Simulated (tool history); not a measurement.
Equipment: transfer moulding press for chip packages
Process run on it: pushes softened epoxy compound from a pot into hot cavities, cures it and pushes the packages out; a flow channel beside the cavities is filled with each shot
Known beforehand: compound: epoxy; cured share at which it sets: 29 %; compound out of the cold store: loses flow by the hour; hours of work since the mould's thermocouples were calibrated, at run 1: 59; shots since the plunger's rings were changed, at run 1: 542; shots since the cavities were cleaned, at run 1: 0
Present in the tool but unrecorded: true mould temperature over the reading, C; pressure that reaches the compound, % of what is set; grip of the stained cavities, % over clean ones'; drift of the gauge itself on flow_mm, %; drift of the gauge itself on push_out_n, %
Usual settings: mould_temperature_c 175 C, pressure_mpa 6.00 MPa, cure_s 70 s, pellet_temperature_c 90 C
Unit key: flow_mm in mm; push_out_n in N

run,hour,mould_temperature_c,pressure_mpa,cure_s,pellet_temperature_c,hours of work since the mould's thermocouples were calibrated,shots since the plunger's rings were changed,shots since the cavities were cleaned,incoming compound's hours out of the cold store,flow_mm,push_out_n
1,0.0,175,6.00,70,90,59,542,0,20.9,740,392
2,8.9,175,6.00,70,90,66,705,163,42.8,702,454
3,14.4,175,6.00,70,90,71,807,265,20.6,752,544
4,24.4,175,6.00,70,90,79,989,447,34.4,713,557
5,32.0,175,6.00,70,90,85,1129,587,25.2,729,596
6,40.3,175,6.00,70,90,91,1280,738,15.9,760,669
# hour 48.3: cavities cleaned with cleaning compound and waxed
7,49.7,175,6.00,70,90,97,1426,25,27.1,737,753
8,55.7,180,6.00,70,90,102,1536,135,26.4,713,605
9,62.1,180,6.00,70,90,107,1653,252,45.4,681,618
10,70.8,175,6.00,70,90,114,1812,411,19.4,744,772
11,80.4,174,6.00,70,90,122,1988,587,41.6,698,750
12,92.6,174,6.00,70,90,131,2211,810,11.2,769,812
# hour 97.0: cavities cleaned with cleaning compound and waxed
13,105.1,175,6.00,70,90,140,2412,146,24.3,726,444
14,112.4,175,6.00,70,90,146,2548,282,12.6,764,525
# hour 118.8: cavities cleaned with cleaning compound and waxed, once more
15,122.4,175,6.00,60,90,152,2703,66,41.9,695,565
16,130.3,175,6.00,70,85,159,2847,210,42.7,689,480
17,137.3,175,6.53,104,90,164,2976,339,30.6,745,378
18,146.9,175,6.53,92,90,172,3152,515,37.7,729,430
19,156.3,175,4.61,92,90,179,3324,687,25.8,636,453
# hour 167.3: cavities cleaned with cleaning compound and waxed
20,168.8,167,6.00,79,90,188,3526,27,28.7,742,485
21,180.0,175,6.00,101,90,197,3731,232,12.0,753,347
22,190.9,175,6.14,56,100,205,3930,431,17.6,739,927
23,196.4,167,7.07,70,90,209,4030,531,20.6,830,954
24,203.7,181,7.07,70,99,215,4165,666,16.1,790,484
25,210.6,182,7.09,70,92,221,4291,792,30.4,748,493
# hour 215.8: cavities cleaned with cleaning compound and waxed
26,218.7,182,7.09,70,92,226,4412,53,34.1,731,312
27,227.9,170,7.09,94,92,233,4580,221,33.8,761,397
28,235.4,181,7.09,87,95,239,4718,359,14.3,786,378
29,242.6,175,4.74,70,85,245,4851,492,27.7,626,594
30,249.8,173,4.55,70,100,250,4983,624,36.6,597,621

Subtracting, for every run, the result it would have given without the tool's unlogged condition from the measured result gives the following. The same run-to-run variation enters both numbers; the gauge's scatter may not:
run,flow_mm,push_out_n
1,-4,+15
2,-4,+95
3,-5,+145
4,-6,+192
5,-7,+226
6,-8,+274
7,-9,+383
8,-10,+308
9,-10,+312
10,-11,+387
11,-11,+378
12,-13,+409
13,-14,+74
14,-15,+135
15,-15,+57
16,-16,+109
17,-18,+110
18,-19,+151
19,-17,+177
20,-21,+22
21,-22,+81
22,-23,+301
23,-27,+343
24,-26,+187
25,-26,+200
26,-25,+24
27,-28,+87
28,-29,+112
29,-25,+205
30,-23,+232
